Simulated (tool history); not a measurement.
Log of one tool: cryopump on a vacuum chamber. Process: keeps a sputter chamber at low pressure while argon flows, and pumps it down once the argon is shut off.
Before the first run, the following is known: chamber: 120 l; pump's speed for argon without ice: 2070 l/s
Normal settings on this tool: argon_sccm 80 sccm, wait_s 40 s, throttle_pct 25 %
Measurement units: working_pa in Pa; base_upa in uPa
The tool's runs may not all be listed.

| run | hour | argon_sccm | wait_s | throttle_pct | working_pa | base_upa |
|---|---|---|---|---|---|---|
| 1 | 0 | 80 | 40 | 25 | 0.2634 | 2.66 |
| 2 | 29.9 | 80 | 40 | 25 | 0.2623 | 2.71 |
| 3 | 63.6 | 80 | 40 | 17 | 0.3849 | 2.63 |
| 4 | 86.6 | 80 | 40 | 17 | 0.3839 | 2.67 |
| 5 | 120.6 | 80 | 40 | 17 | 0.3896 | 2.64 |
| 6 | 149.8 | 80 | 40 | 17 | 0.3878 | 2.66 |
| 7 | 180.3 | 80 | 40 | 23 | 0.2875 | 2.62 |
| 8 | 225.3 | 80 | 40 | 23 | 0.2871 | 2.56 |
| 9 | 245.9 | 80 | 40 | 23 | 0.2866 | 2.68 |
| 10 | 288.5 | 80 | 40 | 23 | 0.2861 | 2.76 |
| 11 | 327.4 | 80 | 40 | 23 | 0.286 | 2.76 |
| 12 | 349.5 | 80 | 30 | 18 | 0.3667 | 3.29 |
| 13 | 386.5 | 44 | 30 | 18 | 0.2007 | 3.27 |
| 14 | 432.2 | 44 | 30 | 18 | 0.2026 | 3.25 |
| 15 | 472.8 | 33 | 77 | 29 | 0.0951 | 1.95 |

Forecast run 16:
| 16 | 511.8 | 141 | 63 | 19 | ? | ? |

Run 16 gave working_pa 0.6119 Pa, base_upa 2.14 uPa.
If the tool had no hidden condition, the same run with the same run-to-run variation would have returned working_pa 0.6048 Pa, base_upa 1.17 uPa.
